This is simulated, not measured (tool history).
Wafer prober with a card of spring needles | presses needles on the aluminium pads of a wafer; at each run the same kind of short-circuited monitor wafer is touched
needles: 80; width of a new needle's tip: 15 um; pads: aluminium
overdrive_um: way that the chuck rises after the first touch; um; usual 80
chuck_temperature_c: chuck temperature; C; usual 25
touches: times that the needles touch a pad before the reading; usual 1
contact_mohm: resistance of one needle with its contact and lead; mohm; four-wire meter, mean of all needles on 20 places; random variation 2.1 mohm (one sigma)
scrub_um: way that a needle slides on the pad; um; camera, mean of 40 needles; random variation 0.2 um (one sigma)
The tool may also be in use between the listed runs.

Run 1, hour 0: usual settings. Result: contact_mohm 285 mohm, scrub_um 20.93 um.
At hour 1.8: tips cleaned on abrasive film.
At hour 10.2: tips cleaned on abrasive film.
At hour 18.6: tips cleaned on abrasive film.
At hour 27.1: tips cleaned on abrasive film.
Run 2, hour 29.2: usual settings. Result: contact_mohm 263 mohm, scrub_um 20.58 um.
At hour 34.3: tips cleaned on abrasive film.
At hour 42.8: tips cleaned on abrasive film.
Run 3, hour 46.9: usual settings. Result: contact_mohm 269 mohm, scrub_um 20.81 um.
At hour 50.3: tips cleaned on abrasive film.
At hour 58.8: tips cleaned on abrasive film.
At hour 67.2: tips cleaned on abrasive film.
At hour 74: tips cleaned on abrasive film.
Run 4, hour 74.6: usual settings but overdrive_um 88 um. Result: contact_mohm 242 mohm, scrub_um 22.43 um.
At hour 81.4: tips cleaned on abrasive film.
At hour 89.9: tips cleaned on abrasive film.
At hour 98.4: tips cleaned on abrasive film.
Run 5, hour 99.5: usual settings but overdrive_um 88 um. Result: contact_mohm 251 mohm, scrub_um 22.92 um.
At hour 106.3: tips cleaned on abrasive film.
At hour 113.1: tips cleaned on abrasive film.
At hour 121.6: tips cleaned on abrasive film.
Run 6, hour 125: usual settings but overdrive_um 88 um. Result: contact_mohm 263 mohm, scrub_um 22.61 um.
At hour 130: tips cleaned on abrasive film.
At hour 136.8: tips cleaned on abrasive film.
At hour 145.3: tips cleaned on abrasive film.
Run 7, hour 145.6: usual settings but overdrive_um 88 um. Result: contact_mohm 245 mohm, scrub_um 21.98 um.
At hour 152.4: tips cleaned on abrasive film.
At hour 160.9: tips cleaned on abrasive film.
Run 8, hour 166.3: usual settings but overdrive_um 88 um. Result: contact_mohm 276 mohm, scrub_um 22.37 um.
At hour 168.1: tips cleaned on abrasive film.
At hour 171.8: height of the first contact set anew.
At hour 175.2: tips cleaned on abrasive film.
At hour 183.6: tips cleaned on abrasive film.
At hour 190.4: tips cleaned on abrasive film.
Run 9, hour 191.1: usual settings but overdrive_um 88 um. Result: contact_mohm 239 mohm, scrub_um 24.44 um.
At hour 197.9: tips cleaned on abrasive film.
At hour 206.4: tips cleaned on abrasive film.
At hour 213.3: tips cleaned on abrasive film.
Run 10, hour 213.3: usual settings but overdrive_um 88 um, chuck_temperature_c 104 C. Result: contact_mohm 255 mohm, scrub_um 23.89 um.
At hour 221.7: tips cleaned on abrasive film.
At hour 230.2: tips cleaned on abrasive film.
At hour 238.7: tips cleaned on abrasive film.
Run 11, hour 243.7: usual settings but overdrive_um 88 um, chuck_temperature_c 104 C. Result: contact_mohm 285 mohm, scrub_um 24.32 um.
At hour 247.1: tips cleaned on abrasive film.
At hour 253.9: tips cleaned on abrasive film.
At hour 262.4: tips cleaned on abrasive film.
At hour 270.8: tips cleaned on abrasive film.
Run 12, hour 273.1: usual settings but overdrive_um 88 um, chuck_temperature_c 104 C. Result: contact_mohm 280 mohm, scrub_um 24.27 um.
At hour 278.2: tips cleaned on abrasive film.
At hour 286.7: tips cleaned on abrasive film.
Run 13, hour 289.6: usual settings but overdrive_um 88 um, chuck_temperature_c 104 C. Result: contact_mohm 271 mohm, scrub_um 23.69 um.
At hour 294.7: tips cleaned on abrasive film.
At hour 303.2: tips cleaned on abrasive film.
At hour 311.6: tips cleaned on abrasive film.
Run 14, hour 317.5: usual settings but overdrive_um 65 um, touches 3. Result: contact_mohm 259 mohm, scrub_um 17.48 um.
At hour 319.3: tips cleaned on abrasive film.
At hour 326.1: tips cleaned on abrasive film.
At hour 334.6: tips cleaned on abrasive film.
At hour 341.4: tips cleaned on abrasive film.
Run 15, hour 346.1: usual settings but overdrive_um 89 um, chuck_temperature_c 29 C, touches 2. Result: contact_mohm 258 mohm, scrub_um 23.62 um.
At hour 349.6: tips cleaned on abrasive film.
At hour 358.1: tips cleaned on abrasive film.
At hour 364.9: tips cleaned on abrasive film.
At hour 373.3: tips cleaned on abrasive film.
At hour 381.8: tips cleaned on abrasive film.
Run 16, hour 384.2: usual settings but overdrive_um 89 um, chuck_temperature_c 29 C, touches 2. Result: contact_mohm 252 mohm, scrub_um 23.33 um.
At hour 389.4: tips cleaned on abrasive film.
At hour 396.2: tips cleaned on abrasive film.
At hour 404.6: tips cleaned on abrasive film.
At hour 413.1: tips cleaned on abrasive film.
Run 17, hour 414: usual settings but touches 3. Result: contact_mohm 241 mohm, scrub_um 20.87 um.
At hour 420.8: tips cleaned on abrasive film.
At hour 429.2: tips cleaned on abrasive film.
At hour 437.7: tips cleaned on abrasive film.
Run 18, hour 440: usual settings but overdrive_um 88 um, chuck_temperature_c 53 C. Result: contact_mohm 267 mohm, scrub_um 22.64 um.
At hour 445.1: tips cleaned on abrasive film.
At hour 453.6: tips cleaned on abrasive film.
At hour 460.4: tips cleaned on abrasive film.
At hour 468.9: tips cleaned on abrasive film.
At hour 477.4: tips cleaned on abrasive film.
Run 19, hour 478.1: usual settings but overdrive_um 87 um, chuck_temperature_c 53 C. Result: contact_mohm 256 mohm, scrub_um 22.48 um.
At hour 484.9: tips cleaned on abrasive film.
At hour 491.7: tips cleaned on abrasive film.
At hour 500.2: tips cleaned on abrasive film.
At hour 512.2: card fitted with new needles.
At hour 519: tips cleaned on abrasive film.
At hour 526.5: tips cleaned on abrasive film.
Run 20, hour 526.5: usual settings but overdrive_um 87 um, chuck_temperature_c 95 C. Result: contact_mohm 254 mohm, scrub_um 24.03 um.
At hour 535: tips cleaned on abrasive film.
At hour 543.5: tips cleaned on abrasive film.
At hour 550.3: tips cleaned on abrasive film.
At hour 558.8: tips cleaned on abrasive film.
Run 21, hour 561.6: usual settings but overdrive_um 61 um, chuck_temperature_c 95 C. Result: contact_mohm 275 mohm, scrub_um 16.55 um.
At hour 566.7: tips cleaned on abrasive film.
At hour 575.2: tips cleaned on abrasive film.
At hour 583.7: tips cleaned on abrasive film.
Run 22, hour 584.2: usual settings but overdrive_um 61 um, chuck_temperature_c 95 C. Result: contact_mohm 266 mohm, scrub_um 16.36 um.
At hour 591: tips cleaned on abrasive film.
At hour 599.5: tips cleaned on abrasive film.
Run 23, hour 604.2: usual settings but overdrive_um 89 um, chuck_temperature_c 95 C. Result: contact_mohm 270 mohm, scrub_um 24.06 um.
At hour 607.6: tips cleaned on abrasive film.
At hour 614.4: tips cleaned on abrasive film.
At hour 622.9: tips cleaned on abrasive film.
Run 24, hour 628.9: usual settings but overdrive_um 63 um, chuck_temperature_c 114 C, touches 2. Result: contact_mohm 280 mohm, scrub_um 16.69 um.
At hour 630.7: tips cleaned on abrasive film.
At hour 637.5: tips cleaned on abrasive film.
At hour 645.9: tips cleaned on abrasive film.
At hour 654.4: tips cleaned on abrasive film.
Run 25, hour 656.5: usual settings but overdrive_um 63 um, chuck_temperature_c 114 C, touches 2. Result: contact_mohm 267 mohm, scrub_um 16.41 um.
At hour 661.6: tips cleaned on abrasive film.
At hour 670.1: tips cleaned on abrasive film.
Run 26, hour 676.7: usual settings but overdrive_um 72 um, chuck_temperature_c 27 C. Result: contact_mohm 267 mohm, scrub_um 19.38 um.

Forecast each of these 3 alternatives for the next run:
At hour 678.5: tips cleaned on abrasive film.
At hour 687: tips cleaned on abrasive film.
At hour 695.4: tips cleaned on abrasive film.
At hour 703.9: tips cleaned on abrasive film.
Run A, hour 709.2: usual settings but overdrive_um 69 um, chuck_temperature_c 88 C, touches 3. Result: contact_mohm ?, scrub_um ?.
At hour 678.5: tips cleaned on abrasive film.
At hour 687: tips cleaned on abrasive film.
At hour 695.4: tips cleaned on abrasive film.
At hour 703.9: tips cleaned on abrasive film.
Run B, hour 709.2: usual settings but overdrive_um 96 um. Result: contact_mohm ?, scrub_um ?.
At hour 678.5: tips cleaned on abrasive film.
At hour 687: tips cleaned on abrasive film.
At hour 695.4: tips cleaned on abrasive film.
At hour 703.9: tips cleaned on abrasive film.
Run C, hour 709.2: usual settings but overdrive_um 69 um, chuck_temperature_c 27 C. Result: contact_mohm ?, scrub_um ?.

run  contact_mohm  scrub_um
  A           265     18.13
  B           248     25.81
  C           272     18.29
Without the tool's hidden state the same runs would have given:
run  contact_mohm  scrub_um
  A           253     18.86
  B           227     26.54
  C           236     19.02

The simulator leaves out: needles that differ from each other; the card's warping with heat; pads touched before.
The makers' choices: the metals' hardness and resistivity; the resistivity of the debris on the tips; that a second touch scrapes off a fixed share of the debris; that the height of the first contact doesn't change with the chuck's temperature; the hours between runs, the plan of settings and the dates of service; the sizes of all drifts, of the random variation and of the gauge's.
